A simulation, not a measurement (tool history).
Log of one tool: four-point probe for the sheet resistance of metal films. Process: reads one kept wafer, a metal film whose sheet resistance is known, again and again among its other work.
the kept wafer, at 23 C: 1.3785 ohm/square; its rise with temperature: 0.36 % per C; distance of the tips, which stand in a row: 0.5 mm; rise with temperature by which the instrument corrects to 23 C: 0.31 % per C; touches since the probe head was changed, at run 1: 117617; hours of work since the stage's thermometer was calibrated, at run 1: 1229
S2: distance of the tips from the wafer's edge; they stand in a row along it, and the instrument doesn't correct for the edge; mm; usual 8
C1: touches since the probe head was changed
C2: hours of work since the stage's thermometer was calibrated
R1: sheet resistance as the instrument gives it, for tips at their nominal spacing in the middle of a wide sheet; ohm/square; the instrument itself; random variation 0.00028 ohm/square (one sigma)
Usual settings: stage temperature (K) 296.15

{"run": 1, "hour": 0.0, "stage temperature (K)": 296.15, "S2": 8, "C1": 117617, "C2": 1229, "R1": 1.376334}
{"run": 2, "hour": 34.1, "stage temperature (K)": 296.15, "S2": 8, "C1": 119764, "C2": 1253, "R1": 1.375916}
{"run": 3, "hour": 66.8, "stage temperature (K)": 296.15, "S2": 8, "C1": 121826, "C2": 1277, "R1": 1.37592}
{"run": 4, "hour": 127.1, "stage temperature (K)": 296.15, "S2": 8, "C1": 125620, "C2": 1320, "R1": 1.375441}
{"run": 5, "hour": 158.8, "stage temperature (K)": 300.15, "S2": 8, "C1": 127618, "C2": 1343, "R1": 1.379032}
{"run": 6, "hour": 193.7, "stage temperature (K)": 296.15, "S2": 8, "C1": 129813, "C2": 1368, "R1": 1.375383}
{"hour": 222.8, "done": "stage's thermometer calibrated"}
{"run": 7, "hour": 242.0, "stage temperature (K)": 296.15, "S2": 5, "C1": 132825, "C2": 14, "R1": 1.378496}
{"run": 8, "hour": 282.8, "stage temperature (K)": 297.15, "S2": 8, "C1": 135396, "C2": 43, "R1": 1.374563}
{"run": 9, "hour": 314.2, "stage temperature (K)": 296.15, "S2": 8, "C1": 137370, "C2": 66, "R1": 1.37403}
{"run": 10, "hour": 340.2, "stage temperature (K)": 296.15, "S2": 8, "C1": 139007, "C2": 84, "R1": 1.373539}
{"run": 11, "hour": 383.1, "stage temperature (K)": 292.15, "S2": 8, "C1": 141709, "C2": 115, "R1": 1.370182}
{"run": 12, "hour": 431.3, "stage temperature (K)": 292.15, "S2": 8, "C1": 144747, "C2": 150, "R1": 1.369818}
{"run": 13, "hour": 488.0, "stage temperature (K)": 296.15, "S2": 13, "C1": 148315, "C2": 191, "R1": 1.371365}
{"run": 14, "hour": 538.2, "stage temperature (K)": 296.15, "S2": 8, "C1": 151479, "C2": 227, "R1": 1.372405}
{"run": 15, "hour": 597.2, "stage temperature (K)": 296.15, "S2": 8, "C1": 155191, "C2": 269, "R1": 1.372267}
{"run": 16, "hour": 631.6, "stage temperature (K)": 296.15, "S2": 8, "C1": 157357, "C2": 294, "R1": 1.371987}
{"run": 17, "hour": 665.0, "stage temperature (K)": 296.15, "S2": 8, "C1": 159461, "C2": 318, "R1": 1.37189}
{"run": 18, "hour": 720.3, "stage temperature (K)": 296.15, "S2": 7, "C1": 162943, "C2": 358, "R1": 1.372594}
{"run": 19, "hour": 779.3, "stage temperature (K)": 296.15, "S2": 7, "C1": 166661, "C2": 401, "R1": 1.371908}
{"run": 20, "hour": 809.4, "stage temperature (K)": 296.15, "S2": 7, "C1": 168555, "C2": 422, "R1": 1.372345}
{"run": 21, "hour": 855.4, "stage temperature (K)": 296.15, "S2": 7, "C1": 171455, "C2": 455, "R1": 1.372638}
{"run": 22, "hour": 904.6, "stage temperature (K)": 296.15, "S2": 7, "C1": 174548, "C2": 491, "R1": 1.372075}
{"run": 23, "hour": 952.3, "stage temperature (K)": 303.15, "S2": 8, "C1": 177555, "C2": 525, "R1": 1.376614}
{"run": 24, "hour": 987.8, "stage temperature (K)": 296.15, "S2": 51, "C1": 179792, "C2": 551, "R1": 1.367931}
{"run": 25, "hour": 1033.3, "stage temperature (K)": 303.15, "S2": 25, "C1": 182655, "C2": 583, "R1": 1.37278}
{"run": 26, "hour": 1093.6, "stage temperature (K)": 291.15, "S2": 15, "C1": 186450, "C2": 627, "R1": 1.363759}
{"run": 27, "hour": 1128.4, "stage temperature (K)": 293.15, "S2": 8, "C1": 188641, "C2": 652, "R1": 1.367625}
{"run": 28, "hour": 1158.0, "stage temperature (K)": 293.15, "S2": 4, "C1": 190507, "C2": 673, "R1": 1.375919}
{"run": 29, "hour": 1212.1, "stage temperature (K)": 302.15, "S2": 4, "C1": 193917, "C2": 712, "R1": 1.381986}
{"run": 30, "hour": 1244.9, "stage temperature (K)": 307.15, "S2": 8, "C1": 195983, "C2": 736, "R1": 1.377523}
{"run": 31, "hour": 1301.5, "stage temperature (K)": 307.15, "S2": 8, "C1": 199541, "C2": 776, "R1": 1.377209}
{"run": 32, "hour": 1337.7, "stage temperature (K)": 307.15, "S2": 8, "C1": 201825, "C2": 803, "R1": 1.376788}
{"run": 33, "hour": 1381.3, "stage temperature (K)": 292.15, "S2": 20, "C1": 204571, "C2": 834, "R1": 1.362906}
{"run": 34, "hour": 1430.6, "stage temperature (K)": 295.15, "S2": 56, "C1": 207674, "C2": 869, "R1": 1.365202}
{"run": 35, "hour": 1459.8, "stage temperature (K)": 294.15, "S2": 57, "C1": 209512, "C2": 890, "R1": 1.363775}
{"run": 36, "hour": 1496.2, "stage temperature (K)": 298.15, "S2": 28, "C1": 211805, "C2": 917, "R1": 1.366543}
{"run": 37, "hour": 1524.3, "stage temperature (K)": 298.15, "S2": 28, "C1": 213578, "C2": 937, "R1": 1.366587}
{"run": 38, "hour": 1553.2, "stage temperature (K)": 298.15, "S2": 28, "C1": 215392, "C2": 958, "R1": 1.366944}
{"run": 39, "hour": 1597.5, "stage temperature (K)": 298.15, "S2": 28, "C1": 218185, "C2": 990, "R1": 1.365788}
{"run": 40, "hour": 1654.0, "stage temperature (K)": 293.15, "S2": 65, "C1": 221745, "C2": 1030, "R1": 1.361938}

Forecast each of these 3 alternatives for the next run:
{"run": "A", "hour": 1707.5, "stage temperature (K)": 307.15, "S2": 19, "C1": 225111, "C2": 1069, "R1": "?"}
{"run": "B", "hour": 1707.5, "stage temperature (K)": 296.15, "S2": 14, "C1": 225111, "C2": 1069, "R1": "?"}
{"run": "C", "hour": 1707.5, "stage temperature (K)": 296.15, "S2": 58, "C1": 225111, "C2": 1069, "R1": "?"}

run=A R1=1.372653
run=B R1=1.364601
run=C R1=1.364075
Without the tool's hidden state the same runs would have given:
run=A R1=1.387324
run=B R1=1.379144
run=C R1=1.378612
